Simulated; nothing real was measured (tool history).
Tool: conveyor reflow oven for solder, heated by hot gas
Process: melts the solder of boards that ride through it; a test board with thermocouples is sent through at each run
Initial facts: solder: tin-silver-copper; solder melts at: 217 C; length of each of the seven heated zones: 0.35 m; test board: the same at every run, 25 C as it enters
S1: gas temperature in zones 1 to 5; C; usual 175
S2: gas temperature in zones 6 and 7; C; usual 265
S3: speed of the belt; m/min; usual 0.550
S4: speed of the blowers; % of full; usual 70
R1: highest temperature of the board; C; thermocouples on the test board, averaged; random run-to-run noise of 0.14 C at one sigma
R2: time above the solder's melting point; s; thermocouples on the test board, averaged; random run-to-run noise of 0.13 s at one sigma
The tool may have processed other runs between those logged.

run 1 day=0.000 | S1=175 S2=265 S3=0.550 S4=70 | R1=246.2 R2=52.2
run 2 day=1.050 | S1=175 S2=265 S3=0.550 S4=70 | R1=246.4 R2=52.4
run 3 day=2.296 | S1=175 S2=280 S3=0.550 S4=70 | R1=258.8 R2=61.5
run 4 day=3.279 | S1=175 S2=280 S3=0.550 S4=70 | R1=258.6 R2=61.5
run 5 day=4.617 | S1=175 S2=265 S3=0.550 S4=70 | R1=246.0 R2=52.5
run 6 day=6.075 | S1=175 S2=265 S3=0.550 S4=70 | R1=246.0 R2=51.9
run 7 day=7.346 | S1=175 S2=265 S3=0.550 S4=70 | R1=245.8 R2=51.9
run 8 day=8.812 | S1=175 S2=265 S3=0.550 S4=70 | R1=245.8 R2=51.4
-- day=10.612 flux residue cleaned out of gas plates and filters
run 9 day=10.612 | S1=175 S2=265 S3=0.550 S4=87 | R1=251.2 R2=57.7
run 10 day=12.121 | S1=173 S2=265 S3=0.550 S4=70 | R1=246.3 R2=51.9
run 11 day=13.596 | S1=187 S2=265 S3=0.550 S4=70 | R1=248.9 R2=60.3
run 12 day=14.958 | S1=187 S2=265 S3=0.550 S4=70 | R1=248.9 R2=59.9
run 13 day=16.133 | S1=187 S2=265 S3=0.550 S4=70 | R1=248.9 R2=60.1
run 14 day=17.192 | S1=171 S2=265 S3=0.550 S4=70 | R1=245.6 R2=50.2
run 15 day=18.108 | S1=168 S2=265 S3=0.550 S4=70 | R1=244.9 R2=48.6
run 16 day=19.408 | S1=185 S2=279 S3=0.550 S4=50 | R1=252.3 R2=59.6
run 17 day=21.062 | S1=168 S2=279 S3=0.550 S4=50 | R1=247.4 R2=49.3
run 18 day=22.896 | S1=175 S2=278 S3=0.550 S4=70 | R1=256.9 R2=60.4
run 19 day=23.792 | S1=175 S2=278 S3=0.550 S4=70 | R1=256.8 R2=60.5
run 20 day=25.233 | S1=175 S2=278 S3=0.550 S4=70 | R1=256.6 R2=60.4
run 21 day=25.983 | S1=166 S2=280 S3=0.555 S4=54 | R1=249.2 R2=49.9
run 22 day=27.717 | S1=175 S2=254 S3=0.500 S4=60 | R1=236.5 R2=46.6
run 23 day=28.708 | S1=175 S2=254 S3=0.500 S4=60 | R1=236.2 R2=46.6
run 24 day=30.358 | S1=166 S2=265 S3=0.550 S4=85 | R1=247.3 R2=51.5

Run 25 comes next. What will it give?
run 25 day=31.788 | S1=166 S2=265 S3=0.550 S4=85 | R1=? R2=?

R1: 247.2 C
R2: 51.4 s
The same run, on a tool lacking any hidden state, would have yielded R1 249.4 C, R2 52.7 s.

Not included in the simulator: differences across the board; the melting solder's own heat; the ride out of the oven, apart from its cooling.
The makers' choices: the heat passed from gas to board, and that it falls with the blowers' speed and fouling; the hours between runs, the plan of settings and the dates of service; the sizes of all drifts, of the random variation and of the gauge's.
